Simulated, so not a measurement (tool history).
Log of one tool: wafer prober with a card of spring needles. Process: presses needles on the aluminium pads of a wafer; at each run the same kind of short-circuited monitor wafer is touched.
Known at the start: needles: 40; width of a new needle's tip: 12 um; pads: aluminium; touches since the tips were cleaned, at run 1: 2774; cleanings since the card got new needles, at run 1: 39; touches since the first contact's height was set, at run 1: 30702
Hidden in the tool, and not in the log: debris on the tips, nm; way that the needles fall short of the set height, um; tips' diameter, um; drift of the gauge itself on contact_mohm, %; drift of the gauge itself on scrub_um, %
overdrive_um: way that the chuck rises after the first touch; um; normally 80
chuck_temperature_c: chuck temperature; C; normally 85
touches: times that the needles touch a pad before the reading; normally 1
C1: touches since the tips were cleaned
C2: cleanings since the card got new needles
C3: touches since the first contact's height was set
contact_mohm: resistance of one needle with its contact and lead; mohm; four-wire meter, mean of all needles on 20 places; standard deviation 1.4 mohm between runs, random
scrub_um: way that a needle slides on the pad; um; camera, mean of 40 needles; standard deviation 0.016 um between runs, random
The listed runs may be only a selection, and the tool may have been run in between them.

Run 1, day 0.000: usual settings; C1 2774; C2 39; C3 30702. Result: contact_mohm 128 mohm, scrub_um 16.44 um.
At day 0.271: tips cleaned on abrasive film.
Run 2, day 0.533: usual settings but overdrive_um 97 um; C1 3410; C2 40; C3 37584. Result: contact_mohm 127 mohm, scrub_um 19.91 um.
At day 0.758: tips cleaned on abrasive film.
Run 3, day 0.942: usual settings but overdrive_um 97 um; C1 2395; C2 41; C3 42875. Result: contact_mohm 126 mohm, scrub_um 19.92 um.
At day 1.258: tips cleaned on abrasive film.
Run 4, day 1.304: usual settings but overdrive_um 97 um; C1 593; C2 42; C3 47507. Result: contact_mohm 125 mohm, scrub_um 19.87 um.
Run 5, day 1.646: usual settings; C1 5053; C2 42; C3 51967. Result: contact_mohm 128 mohm, scrub_um 16.41 um.
At day 1.754: tips cleaned on abrasive film.
Run 6, day 2.062: usual settings; C1 4012; C2 43; C3 57360. Result: contact_mohm 125 mohm, scrub_um 16.37 um.
At day 2.250: tips cleaned on abrasive film.
Run 7, day 2.558: usual settings; C1 3989; C2 44; C3 63740. Result: contact_mohm 126 mohm, scrub_um 16.37 um.
At day 2.746: tips cleaned on abrasive film.
Run 8, day 3.096: usual settings; C1 4599; C2 45; C3 70708. Result: contact_mohm 126 mohm, scrub_um 16.35 um.
At day 3.233: tips cleaned on abrasive film.
Run 9, day 3.667: usual settings; C1 5623; C2 46; C3 78047. Result: contact_mohm 125 mohm, scrub_um 16.35 um.
At day 3.721: tips cleaned on abrasive film.
Run 10, day 3.975: usual settings; C1 3322; C2 47; C3 82020. Result: contact_mohm 127 mohm, scrub_um 16.34 um.
At day 4.225: tips cleaned on abrasive film.
At day 4.238: height of the first contact set anew.
Run 11, day 4.425: usual settings but overdrive_um 92 um; C1 2425; C2 48; C3 2425. Result: contact_mohm 128 mohm, scrub_um 18.78 um.
At day 4.750: tips cleaned on abrasive film.
Run 12, day 4.762: usual settings but chuck_temperature_c 36 C; C1 131; C2 49; C3 6771. Result: contact_mohm 119 mohm, scrub_um 16.31 um.
At day 5.238: tips cleaned on abrasive film.
Run 13, day 5.254: usual settings but chuck_temperature_c 36 C; C1 229; C2 50; C3 13140. Result: contact_mohm 117 mohm, scrub_um 16.39 um.
Run 14, day 5.554: usual settings but chuck_temperature_c 36 C; C1 4117; C2 50; C3 17028. Result: contact_mohm 122 mohm, scrub_um 16.34 um.
At day 5.750: tips cleaned on abrasive film.
Run 15, day 5.971: usual settings but overdrive_um 83 um; C1 2886; C2 51; C3 22398. Result: contact_mohm 124 mohm, scrub_um 16.91 um.
At day 6.004: gauge calibrated.
At day 6.233: tips cleaned on abrasive film.
Run 16, day 6.233: usual settings but chuck_temperature_c 92 C; C1 0; C2 52; C3 25800. Result: contact_mohm 128 mohm, scrub_um 16.42 um.
Run 17, day 6.588: usual settings but overdrive_um 84 um, chuck_temperature_c 51 C, touches 2; C1 4562; C2 52; C3 30362. Result: contact_mohm 123 mohm, scrub_um 17.24 um.
At day 6.750: tips cleaned on abrasive film.
Run 18, day 6.888: usual settings but overdrive_um 84 um, chuck_temperature_c 51 C, touches 2; C1 1836; C2 53; C3 34256. Result: contact_mohm 121 mohm, scrub_um 17.23 um.
Run 19, day 7.217: usual settings but overdrive_um 84 um, chuck_temperature_c 51 C, touches 2; C1 6096; C2 53; C3 38516. Result: contact_mohm 121 mohm, scrub_um 17.21 um.
At day 7.254: tips cleaned on abrasive film.
Run 20, day 7.608: usual settings but overdrive_um 84 um, chuck_temperature_c 51 C, touches 2; C1 4607; C2 54; C3 43568. Result: contact_mohm 123 mohm, scrub_um 17.22 um.
At day 7.754: tips cleaned on abrasive film.
Run 21, day 7.988: usual settings but touches 3; C1 3027; C2 55; C3 48464. Result: contact_mohm 125 mohm, scrub_um 16.37 um.
At day 8.275: tips cleaned on abrasive film.
Run 22, day 8.279: usual settings but touches 3; C1 41; C2 56; C3 52173. Result: contact_mohm 127 mohm, scrub_um 16.39 um.
Run 23, day 8.596: usual settings but touches 3; C1 4191; C2 56; C3 56323. Result: contact_mohm 128 mohm, scrub_um 16.38 um.
At day 8.779: tips cleaned on abrasive film.
Run 24, day 8.900: usual settings but overdrive_um 64 um, chuck_temperature_c 49 C; C1 1574; C2 57; C3 60242. Result: contact_mohm 123 mohm, scrub_um 13.10 um.
Run 25, day 9.221: usual settings but overdrive_um 65 um, chuck_temperature_c 76 C, touches 2; C1 5754; C2 57; C3 64422. Result: contact_mohm 127 mohm, scrub_um 13.29 um.
At day 9.279: tips cleaned on abrasive film.
Run 26, day 9.454: usual settings but overdrive_um 65 um, chuck_temperature_c 76 C, touches 2; C1 2301; C2 58; C3 67408. Result: contact_mohm 128 mohm, scrub_um 13.30 um.
At day 9.779: tips cleaned on abrasive film.
Run 27, day 9.896: usual settings but overdrive_um 65 um, chuck_temperature_c 76 C, touches 2; C1 1519; C2 59; C3 73101. Result: contact_mohm 128 mohm, scrub_um 13.27 um.

Run 28, settings as shown, results not yet in. Your forecast:
Run 28, day 10.146: usual settings but overdrive_um 66 um, chuck_temperature_c 53 C; C1 4728; C2 59; C3 76310. Result: contact_mohm ?, scrub_um ?.

contact_mohm: 126 mohm
scrub_um: 13.47 um
Were there no unlogged condition in the tool, this run, its random variation unchanged, would have produced contact_mohm 126 mohm, scrub_um 13.54 um.

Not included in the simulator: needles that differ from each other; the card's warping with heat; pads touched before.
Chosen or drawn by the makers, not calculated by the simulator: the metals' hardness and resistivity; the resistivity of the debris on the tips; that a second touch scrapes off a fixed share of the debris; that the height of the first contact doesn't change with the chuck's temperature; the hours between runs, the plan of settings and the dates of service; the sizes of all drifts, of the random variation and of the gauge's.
